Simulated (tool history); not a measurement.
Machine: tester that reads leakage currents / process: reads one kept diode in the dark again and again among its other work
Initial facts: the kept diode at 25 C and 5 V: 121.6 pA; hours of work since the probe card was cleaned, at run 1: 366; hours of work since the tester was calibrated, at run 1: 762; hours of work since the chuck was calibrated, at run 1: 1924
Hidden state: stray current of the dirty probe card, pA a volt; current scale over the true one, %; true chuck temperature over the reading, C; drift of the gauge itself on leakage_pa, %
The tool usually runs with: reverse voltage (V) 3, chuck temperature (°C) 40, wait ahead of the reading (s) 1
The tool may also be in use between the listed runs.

run,hour,reverse voltage (V),chuck temperature (°C),wait ahead of the reading (s),hours of work since the probe card was cleaned,hours of work since the tester was calibrated,hours of work since the chuck was calibrated,current that the tester gives (pA)
1,0,3,40,1,366,762,1924,289.11
2,91.1,3,21,1,433,829,1991,77.6
3,138.4,3,21,1,468,864,2026,77.73
4,186.3,5.6,40,1,504,899,2062,393.14
5,252.8,5.6,40,5.13,553,948,2111,392.37
6,344,3,40,1,620,1016,2178,290.69
7,395.4,3,38,1,658,1054,2216,257
8,467.6,3,38,1,711,1107,2269,256.98
9,518.3,3,38,1,749,1144,2307,255.51
10,574.3,3,38,1,790,1186,2348,258.09
# hour 584.7: chuck's temperature calibrated
11,653.1,3,38,1,847,1242,50,240.2
12,706,3,38,1,886,1281,89,240.9
13,770.8,7.54,40,1,933,1329,137,427.44
14,853.6,7.54,40,1,994,1390,198,432.85
15,914.3,7.54,40,1,1039,1435,243,431.6
16,990.6,7.54,40,1,1096,1491,299,435.28
17,1044.6,7.54,40,1,1135,1531,339,436.14
18,1112.3,7.54,40,1,1185,1581,389,435.83
19,1177.9,3,40,1,1234,1629,438,278.2
# hour 1208.8: probe card cleaned and baked
20,1226.2,3,47,1,13,1663,471,437.66
21,1293,5.85,40,4.95,62,1712,520,383.69
22,1387.8,11.79,22,0.95,132,1782,590,158.32
23,1443.3,11.67,40,5.65,173,1823,631,538.25
24,1529.1,6.6,40,0.63,236,1886,694,414.09
25,1621.4,1.56,40,2.72,304,1954,763,205.52
26,1718.4,1.56,40,2.72,376,2026,834,206.01
27,1783.4,3,36,0.82,424,2074,882,217.66
28,1867.4,3,36,0.82,486,2136,944,219.2
29,1929.2,3,54,1,531,2181,990,687.78
30,2010.5,3,30,0.38,591,2241,1050,146.42
31,2070.1,3,30,0.38,635,2285,1094,147.33
32,2125.7,3,39,0.44,676,2326,1135,269.27
33,2197.6,7.55,30,0.93,729,2379,1188,230.1
34,2294.3,8.92,23,6.72,801,2451,1259,150.49
35,2375.1,8.92,23,6.72,860,2510,1319,152.29
36,2444.7,1.08,40,0.75,912,2562,1370,177.08
37,2538.1,3,35,7.67,981,2631,1439,207.72
38,2608.6,3,35,7.67,1033,2682,1491,207.31
39,2669.9,3,40,7.67,1078,2728,1536,292.67
40,2764.5,3,40,7.67,1148,2797,1606,291.97

Below, some changes in current that the tester gives (pA) between adjacent runs. For each, the amount present without the hidden state too (settings, incoming material, random variation) and the amount remaining for the hidden state with gauge scatter not shared by both compared results:
Run 3 -> 4: reverse voltage (V) 3 -> 5.6, chuck temperature (°C) 21 -> 40. current that the tester gives (pA) +315.41: hidden state +20.92, all else +294.49.
Run 22 -> 23: reverse voltage (V) 11.79 -> 11.67, chuck temperature (°C) 22 -> 40, wait ahead of the reading (s) 0.95 -> 5.65. current that the tester gives (pA) +379.93: hidden state +13.37, all else +366.56.
Run 28 -> 29: chuck temperature (°C) 36 -> 54, wait ahead of the reading (s) 0.82 -> 1. current that the tester gives (pA) +468.58: hidden state +21.26, all else +447.32.
Run 29 -> 30: chuck temperature (°C) 54 -> 30, wait ahead of the reading (s) 1 -> 0.38. current that the tester gives (pA) -541.36: hidden state -23.94, all else -517.42.

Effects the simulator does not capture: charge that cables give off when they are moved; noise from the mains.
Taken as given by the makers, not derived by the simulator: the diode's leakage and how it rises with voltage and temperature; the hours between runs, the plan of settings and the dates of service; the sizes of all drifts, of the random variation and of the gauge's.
